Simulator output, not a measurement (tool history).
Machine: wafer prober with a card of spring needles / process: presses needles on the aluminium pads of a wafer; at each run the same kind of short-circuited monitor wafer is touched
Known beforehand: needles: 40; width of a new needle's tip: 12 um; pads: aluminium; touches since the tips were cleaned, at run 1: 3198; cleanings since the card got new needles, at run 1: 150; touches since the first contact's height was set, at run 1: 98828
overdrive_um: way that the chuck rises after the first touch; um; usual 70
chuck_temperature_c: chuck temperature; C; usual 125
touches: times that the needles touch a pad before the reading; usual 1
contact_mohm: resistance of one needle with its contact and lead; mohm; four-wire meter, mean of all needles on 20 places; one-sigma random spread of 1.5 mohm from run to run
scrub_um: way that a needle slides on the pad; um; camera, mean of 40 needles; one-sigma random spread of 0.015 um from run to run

run,hour,overdrive_um,chuck_temperature_c,touches,touches since the tips were cleaned,cleanings since the card got new needles,touches since the first contact's height was set,contact_mohm,scrub_um
1,0,70,125,1,3198,150,98828,135,9.09
# hour 4.2: tips cleaned on abrasive film
# hour 12.4: tips cleaned on abrasive film
# hour 22.7: tips cleaned on abrasive film
2,27.4,70,125,1,2995,153,116040,135,9.07
# hour 31.6: tips cleaned on abrasive film
# hour 41.9: tips cleaned on abrasive film
# hour 52.1: tips cleaned on abrasive film
# hour 62.4: tips cleaned on abrasive film
# hour 72.7: tips cleaned on abrasive film
3,76.7,70,55,1,2534,158,147003,125,9.05
# hour 82.9: tips cleaned on abrasive film
# hour 93.2: tips cleaned on abrasive film
# hour 103.4: tips cleaned on abrasive film
4,104.3,70,55,1,539,161,164342,125,9.03
# hour 110.7: height of the first contact set anew
# hour 112.8: tips cleaned on abrasive film
# hour 123.1: tips cleaned on abrasive film
5,129.6,70,55,1,4101,163,11855,124,9.01
# hour 131.7: tips cleaned on abrasive film
# hour 142: tips cleaned on abrasive film
# hour 152.2: tips cleaned on abrasive film
6,154.5,70,55,1,1445,166,27512,127,9.01
# hour 160.7: tips cleaned on abrasive film
# hour 171: tips cleaned on abrasive film
# hour 181.3: tips cleaned on abrasive film
# hour 189.7: tips cleaned on abrasive film
7,189.7,70,125,1,0,170,49597,135,9
# hour 199.9: tips cleaned on abrasive film
# hour 210.2: tips cleaned on abrasive film
# hour 218.4: tips cleaned on abrasive film
8,221.9,70,125,1,2222,173,69858,136,8.96
# hour 228.1: tips cleaned on abrasive film
# hour 238.4: tips cleaned on abrasive film
# hour 248.7: tips cleaned on abrasive film
# hour 259: tips cleaned on abrasive film
9,260.9,70,125,1,1203,177,94323,135,8.96
# hour 269.1: tips cleaned on abrasive film
# hour 277.3: tips cleaned on abrasive film
# hour 287.6: tips cleaned on abrasive film
# hour 295.8: tips cleaned on abrasive film
# hour 305.3: tips cleaned on abrasive film
10,305.3,70,125,1,0,182,122252,135,8.97
# hour 315.6: tips cleaned on abrasive film
# hour 325.9: tips cleaned on abrasive film
# hour 334.1: tips cleaned on abrasive film
# hour 344.4: tips cleaned on abrasive film
11,348.8,70,62,1,2761,186,149566,128,8.95
# hour 352.9: tips cleaned on abrasive film
# hour 361.2: tips cleaned on abrasive film
# hour 371.5: tips cleaned on abrasive film
# hour 379.9: height of the first contact set anew
# hour 382: tips cleaned on abrasive film
# hour 392.3: tips cleaned on abrasive film
12,395.2,70,62,1,1829,191,9583,129,8.94
# hour 401.4: tips cleaned on abrasive film
# hour 411.6: tips cleaned on abrasive film
13,417.8,70,62,1,3905,193,23796,125,8.95
# hour 419.9: tips cleaned on abrasive film
# hour 428.2: tips cleaned on abrasive film
# hour 438.5: tips cleaned on abrasive film
# hour 448.7: tips cleaned on abrasive film
14,456.3,70,62,1,4836,197,48015,127,8.91
# hour 458.5: tips cleaned on abrasive film
# hour 468.7: tips cleaned on abrasive film
# hour 479: tips cleaned on abrasive film
15,480.4,85,47,1,860,200,63090,127,10.81
# hour 488.6: tips cleaned on abrasive film
# hour 498.9: tips cleaned on abrasive film
16,505.7,55,100,3,4329,202,79049,137,6.98
# hour 507.8: tips cleaned on abrasive film
# hour 518.1: tips cleaned on abrasive film
# hour 526.4: tips cleaned on abrasive film
# hour 534.6: tips cleaned on abrasive film
17,534.6,68,76,1,0,206,97172,131,8.64
# hour 542.9: tips cleaned on abrasive film
# hour 553.2: tips cleaned on abrasive film
18,555,57,45,1,1166,208,109971,126,7.23
# hour 563.2: tips cleaned on abrasive film
# hour 569.4: gauge calibrated
# hour 573.5: tips cleaned on abrasive film
# hour 583.8: tips cleaned on abrasive film
# hour 594.1: tips cleaned on abrasive film
19,598.1,75,42,3,2566,212,137085,124,9.69
# hour 604.3: tips cleaned on abrasive film
# hour 612.6: tips cleaned on abrasive film
# hour 622.8: tips cleaned on abrasive film
# hour 633.1: tips cleaned on abrasive film
# hour 643.4: tips cleaned on abrasive film
# hour 647.3: height of the first contact set anew
20,647.3,50,28,2,2271,217,0,127,6.45
# hour 653.5: tips cleaned on abrasive film
# hour 663.7: tips cleaned on abrasive film
# hour 674: tips cleaned on abrasive film
# hour 684.3: tips cleaned on abrasive film
21,690.9,50,28,2,4194,221,27455,125,6.47
# hour 693: tips cleaned on abrasive film
# hour 703.3: tips cleaned on abrasive film
# hour 713.6: tips cleaned on abrasive film
22,715.9,70,91,2,1459,224,43130,133,9.02
# hour 722.1: tips cleaned on abrasive film
# hour 730.4: tips cleaned on abrasive film
23,736.9,70,91,2,4151,226,56332,130,9.02
# hour 739: tips cleaned on abrasive film
# hour 749.3: tips cleaned on abrasive film
# hour 761.3: card fitted with new needles
# hour 771.5: tips cleaned on abrasive film
24,772.6,70,124,2,647,1,7108,133,8.99
# hour 780.8: tips cleaned on abrasive film
# hour 789.1: tips cleaned on abrasive film
25,793.7,50,124,1,2960,3,20408,140,6.44
# hour 797.9: tips cleaned on abrasive film
# hour 808.2: tips cleaned on abrasive film
# hour 818.4: tips cleaned on abrasive film
# hour 828.7: tips cleaned on abrasive film
# hour 839: tips cleaned on abrasive film
26,843.2,51,59,2,2722,8,51538,129,6.53

Here are 4 independent what-if runs from the current tool condition. What would each one return?
# hour 847.4: tips cleaned on abrasive film
# hour 857.7: tips cleaned on abrasive film
# hour 866: tips cleaned on abrasive film
A,866,51,59,1,0,11,65816,?,?
# hour 847.4: tips cleaned on abrasive film
# hour 857.7: tips cleaned on abrasive film
# hour 866: tips cleaned on abrasive film
B,866,83,125,1,0,11,65816,?,?
# hour 847.4: tips cleaned on abrasive film
# hour 857.7: tips cleaned on abrasive film
# hour 866: tips cleaned on abrasive film
C,866,78,68,3,0,11,65816,?,?
# hour 847.4: tips cleaned on abrasive film
# hour 857.7: tips cleaned on abrasive film
# hour 866: tips cleaned on abrasive film
D,866,64,59,2,0,11,65816,?,?

run,contact_mohm,scrub_um
A,130,6.54
B,132,10.67
C,125,10.01
D,127,8.19
What these runs would have given with no unlogged condition in the tool:
run,contact_mohm,scrub_um
A,130,6.6
B,132,10.78
C,125,10.11
D,127,8.28
